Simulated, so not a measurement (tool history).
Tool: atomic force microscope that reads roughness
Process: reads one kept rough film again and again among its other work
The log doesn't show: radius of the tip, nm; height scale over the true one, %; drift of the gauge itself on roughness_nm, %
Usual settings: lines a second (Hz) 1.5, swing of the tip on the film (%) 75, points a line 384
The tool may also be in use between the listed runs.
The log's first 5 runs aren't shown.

run   hour  lines a second (Hz)  swing of the tip on the film (%)  points a line  pictures with this tip  hours of work since the height scale was calibrated  roughness of the kept film (nm (root mean square))
  6   59.2                  1.5                                75            384                     119                                                  413                                               3.891
  7   66.9                  0.7                                75            384                     134                                                  418                                               4.004
  8   73.7                  0.7                                75            384                     147                                                  422                                               3.993
      84.4  -- new tip fitted
  9   86.2                  1.5                                75            384                       4                                                  429                                               3.979
 10   96.6                  1.5                                75            384                      24                                                  435                                               3.978
 11    109                  1.5                                75            384                      48                                                  443                                               3.946
 12  122.9                 1.95                                75            384                      75                                                  451                                               3.868
 13  134.8                 1.95                                75            384                      98                                                  458                                                3.87
 14  146.8                 0.52                                75            384                     121                                                  465                                               4.035
 15  158.6                 0.52                                75            384                     144                                                  472                                               4.024
     171.5  -- new tip fitted
 16  173.8                 0.52                                75            384                       5                                                  481                                               4.123
 17  186.3                 0.52                                75            384                      29                                                  488                                               4.105
 18  195.9                 0.75                                75            384                      48                                                  494                                               4.056
 19  212.2                  1.5                                75            384                      79                                                  504                                               3.929
 20  223.9                  1.5                                75            384                     102                                                  511                                               3.927
 21  234.8                  1.5                                75            384                     123                                                  517                                               3.907
 22  249.1                  1.5                                75            384                     150                                                  526                                                3.89
 23  255.8                  1.5                                75            384                     163                                                  530                                               3.887
     258.7  -- new tip fitted
 24  266.5                  1.5                                84            384                      15                                                  536                                               3.868
 25  280.4                  1.5                                84            384                      42                                                  544                                               3.841
 26  295.8                 1.86                                75            712                      71                                                  553                                               3.901
 27  305.3                 2.14                                60            803                      90                                                  559                                               4.013
 28  314.1                 1.97                                66            803                     107                                                  564                                               3.972
 29  325.6                 1.97                                66            803                     129                                                  571                                               3.963

Forecast run 30:
 30  336.4                 1.97                                66            803                     150                                                  578                                                   ?

Run 30 gave roughness of the kept film (nm (root mean square)) 3.946.
Without the tool's hidden state the same run would have given roughness of the kept film (nm (root mean square)) 4.036.

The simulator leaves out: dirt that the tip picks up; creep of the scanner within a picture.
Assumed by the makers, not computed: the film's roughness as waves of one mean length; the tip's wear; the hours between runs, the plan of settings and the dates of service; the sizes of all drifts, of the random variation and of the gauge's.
